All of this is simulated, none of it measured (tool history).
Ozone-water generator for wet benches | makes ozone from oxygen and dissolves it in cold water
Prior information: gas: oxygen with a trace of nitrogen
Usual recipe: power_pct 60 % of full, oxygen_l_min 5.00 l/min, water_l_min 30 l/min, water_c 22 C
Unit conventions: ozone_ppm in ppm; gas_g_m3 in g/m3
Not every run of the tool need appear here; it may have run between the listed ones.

run 1 hour=0.0 | power_pct=60 oxygen_l_min=5.00 water_l_min=30 water_c=22 | ozone_ppm=14.1 gas_g_m3=218.3
run 2 hour=48.8 | power_pct=60 oxygen_l_min=5.00 water_l_min=30 water_c=22 | ozone_ppm=14.2 gas_g_m3=216.3
run 3 hour=103.2 | power_pct=60 oxygen_l_min=5.00 water_l_min=30 water_c=22 | ozone_ppm=14.1 gas_g_m3=216.1
run 4 hour=146.9 | power_pct=60 oxygen_l_min=5.00 water_l_min=30 water_c=22 | ozone_ppm=14.3 gas_g_m3=217.7
run 5 hour=172.1 | power_pct=60 oxygen_l_min=5.00 water_l_min=23 water_c=22 | ozone_ppm=18.5 gas_g_m3=219.2
run 6 hour=207.3 | power_pct=60 oxygen_l_min=5.00 water_l_min=23 water_c=22 | ozone_ppm=18.4 gas_g_m3=216.4
run 7 hour=255.9 | power_pct=60 oxygen_l_min=5.00 water_l_min=23 water_c=22 | ozone_ppm=18.4 gas_g_m3=215.7
run 8 hour=282.8 | power_pct=60 oxygen_l_min=5.00 water_l_min=23 water_c=22 | ozone_ppm=18.2 gas_g_m3=215.9
run 9 hour=340.0 | power_pct=60 oxygen_l_min=5.00 water_l_min=21 water_c=22 | ozone_ppm=19.7 gas_g_m3=217.4
run 10 hour=371.5 | power_pct=60 oxygen_l_min=5.00 water_l_min=39 water_c=22 | ozone_ppm=10.3 gas_g_m3=216.4
run 11 hour=398.2 | power_pct=60 oxygen_l_min=5.00 water_l_min=30 water_c=22 | ozone_ppm=13.6 gas_g_m3=215.5
run 12 hour=422.9 | power_pct=60 oxygen_l_min=5.00 water_l_min=30 water_c=22 | ozone_ppm=13.8 gas_g_m3=215.7
run 13 hour=477.9 | power_pct=60 oxygen_l_min=5.00 water_l_min=30 water_c=22 | ozone_ppm=13.8 gas_g_m3=216.4
run 14 hour=535.5 | power_pct=60 oxygen_l_min=5.00 water_l_min=30 water_c=22 | ozone_ppm=13.9 gas_g_m3=215.6
run 15 hour=578.9 | power_pct=60 oxygen_l_min=5.00 water_l_min=30 water_c=22 | ozone_ppm=13.8 gas_g_m3=213.3
run 16 hour=605.4 | power_pct=60 oxygen_l_min=7.59 water_l_min=30 water_c=22 | ozone_ppm=13.3 gas_g_m3=161.3
run 17 hour=665.5 | power_pct=60 oxygen_l_min=7.59 water_l_min=30 water_c=22 | ozone_ppm=13.4 gas_g_m3=162.7
run 18 hour=716.0 | power_pct=60 oxygen_l_min=4.51 water_l_min=22 water_c=28 | ozone_ppm=17.5 gas_g_m3=232.0
run 19 hour=769.6 | power_pct=60 oxygen_l_min=5.87 water_l_min=22 water_c=28 | ozone_ppm=16.9 gas_g_m3=193.0
run 20 hour=823.6 | power_pct=60 oxygen_l_min=7.58 water_l_min=32 water_c=22 | ozone_ppm=12.4 gas_g_m3=162.1
run 21 hour=877.5 | power_pct=62 oxygen_l_min=7.58 water_l_min=32 water_c=29 | ozone_ppm=11.4 gas_g_m3=165.8
run 22 hour=904.2 | power_pct=67 oxygen_l_min=5.00 water_l_min=30 water_c=22 | ozone_ppm=14.7 gas_g_m3=227.1
run 23 hour=955.4 | power_pct=60 oxygen_l_min=6.42 water_l_min=30 water_c=22 | ozone_ppm=13.4 gas_g_m3=180.2
run 24 hour=990.6 | power_pct=60 oxygen_l_min=6.42 water_l_min=30 water_c=22 | ozone_ppm=13.4 gas_g_m3=181.7
run 25 hour=1039.4 | power_pct=60 oxygen_l_min=2.98 water_l_min=45 water_c=18 | ozone_ppm=8.2 gas_g_m3=300.3
run 26 hour=1084.7 | power_pct=60 oxygen_l_min=4.45 water_l_min=26 water_c=22 | ozone_ppm=16.1 gas_g_m3=229.1
run 27 hour=1128.0 | power_pct=60 oxygen_l_min=5.00 water_l_min=39 water_c=22 | ozone_ppm=9.9 gas_g_m3=211.6
run 28 hour=1152.3 | power_pct=44 oxygen_l_min=7.43 water_l_min=30 water_c=22 | ozone_ppm=10.6 gas_g_m3=134.8
run 29 hour=1208.6 | power_pct=57 oxygen_l_min=4.26 water_l_min=35 water_c=15 | ozone_ppm=11.7 gas_g_m3=229.7
run 30 hour=1250.1 | power_pct=94 oxygen_l_min=8.28 water_l_min=31 water_c=29 | ozone_ppm=14.7 gas_g_m3=201.9
run 31 hour=1300.7 | power_pct=48 oxygen_l_min=2.52 water_l_min=31 water_c=27 | ozone_ppm=10.7 gas_g_m3=290.6
run 32 hour=1344.7 | power_pct=48 oxygen_l_min=4.39 water_l_min=31 water_c=27 | ozone_ppm=10.6 gas_g_m3=202.3
run 33 hour=1402.4 | power_pct=48 oxygen_l_min=4.39 water_l_min=31 water_c=27 | ozone_ppm=10.9 gas_g_m3=201.2

3 ways to go on from here, each from the tool as it stands after run 33. What would each give?
run A hour=1450.2 | power_pct=68 oxygen_l_min=6.01 water_l_min=30 water_c=22 | ozone_ppm=? gas_g_m3=?
run B hour=1450.2 | power_pct=48 oxygen_l_min=4.39 water_l_min=24 water_c=27 | ozone_ppm=? gas_g_m3=?
run C hour=1450.2 | power_pct=67 oxygen_l_min=8.40 water_l_min=31 water_c=20 | ozone_ppm=? gas_g_m3=?

run=A ozone_ppm=14.5 gas_g_m3=201.5
run=B ozone_ppm=13.8 gas_g_m3=201.1
run=C ozone_ppm=13.7 gas_g_m3=160.3
What these runs would have given with no unlogged condition in the tool:
run=A ozone_ppm=15.8 gas_g_m3=209.9
run=B ozone_ppm=14.8 gas_g_m3=207.5
run=C ozone_ppm=14.9 gas_g_m3=166.8
